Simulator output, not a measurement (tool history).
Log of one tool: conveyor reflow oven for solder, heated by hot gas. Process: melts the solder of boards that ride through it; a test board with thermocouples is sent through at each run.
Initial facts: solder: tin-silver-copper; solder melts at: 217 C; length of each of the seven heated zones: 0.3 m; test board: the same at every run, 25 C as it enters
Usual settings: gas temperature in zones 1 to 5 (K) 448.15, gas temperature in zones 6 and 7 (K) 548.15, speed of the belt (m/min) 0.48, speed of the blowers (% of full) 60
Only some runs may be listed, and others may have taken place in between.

run     day  gas temperature in zones 1 to 5 (K)  gas temperature in zones 6 and 7 (K)  speed of the belt (m/min)  speed of the blowers (% of full)  highest temperature of the board (K)  time above the solder's melting point (s)
  1       0                               448.15                                548.15                       0.48                                60                                527.55                                       57.5
  2   0.983                               448.15                                541.15                       0.48                                60                                521.85                                         53
  3   1.992                               448.15                                541.15                       0.48                                60                                521.65                                       53.3
  4   3.479                               448.15                                541.15                       0.48                                60                                521.25                                       52.8
  5   4.412                               448.15                                554.15                       0.48                                60                                531.85                                       60.7
  6   5.688                               448.15                                554.15                       0.48                                60                                531.75                                       60.4
  7   7.138                               448.15                                554.15                       0.48                                60                                532.15                                       60.3
  8    8.85                               448.15                                554.15                       0.48                                60                                531.55                                         60
      9.079  -- thermocouples of zones 6 and 7 changed
  9    10.3                               448.15                                554.15                       0.48                                60                                532.65                                       60.9
     12.383  -- flux residue cleaned out of gas plates and filters
 10  12.383                               448.15                                554.15                       0.48                                60                                534.15                                       61.7
 11  13.833                               448.15                                554.15                       0.48                                60                                533.85                                         62
 12  15.421                               445.15                                547.15                      0.505                                71                                529.05                                       55.4
 13  16.608                               448.15                                562.15                       0.48                                60                                540.25                                       65.5
 14  17.562                               442.15                                563.15                      0.428                                63                                545.95                                       74.8
 15  18.679                               448.15                                559.15                      0.507                                60                                535.55                                       58.7
 16  20.671                               462.15                                538.15                      0.516                                55                                518.95                                       51.9
 17  21.558                               456.15                                551.15                      0.434                                60                                535.25                                       73.4

Forecast each of these 4 alternatives for the next run:
  A  22.6                               443.15                                551.15                      0.434                                70                                     ?                                          ?
  B  22.6                               459.15                                551.15                      0.434                                59                                     ?                                          ?
  C  22.6                               448.15                                555.15                      0.394                                60                                     ?                                          ?
  D  22.6                               456.15                                551.15                      0.419                                60                                     ?                                          ?

run  highest temperature of the board (K)  time above the solder's melting point (s)
  A                                536.15                                       69.4
  B                                535.55                                       73.9
  C                                540.65                                       79.9
  D                                536.35                                       76.2
Without the tool's hidden state the same runs would have given:
run  highest temperature of the board (K)  time above the solder's melting point (s)
  A                                537.45                                       69.4
  B                                536.65                                       73.7
  C                                541.75                                       79.6
  D                                537.45                                         76

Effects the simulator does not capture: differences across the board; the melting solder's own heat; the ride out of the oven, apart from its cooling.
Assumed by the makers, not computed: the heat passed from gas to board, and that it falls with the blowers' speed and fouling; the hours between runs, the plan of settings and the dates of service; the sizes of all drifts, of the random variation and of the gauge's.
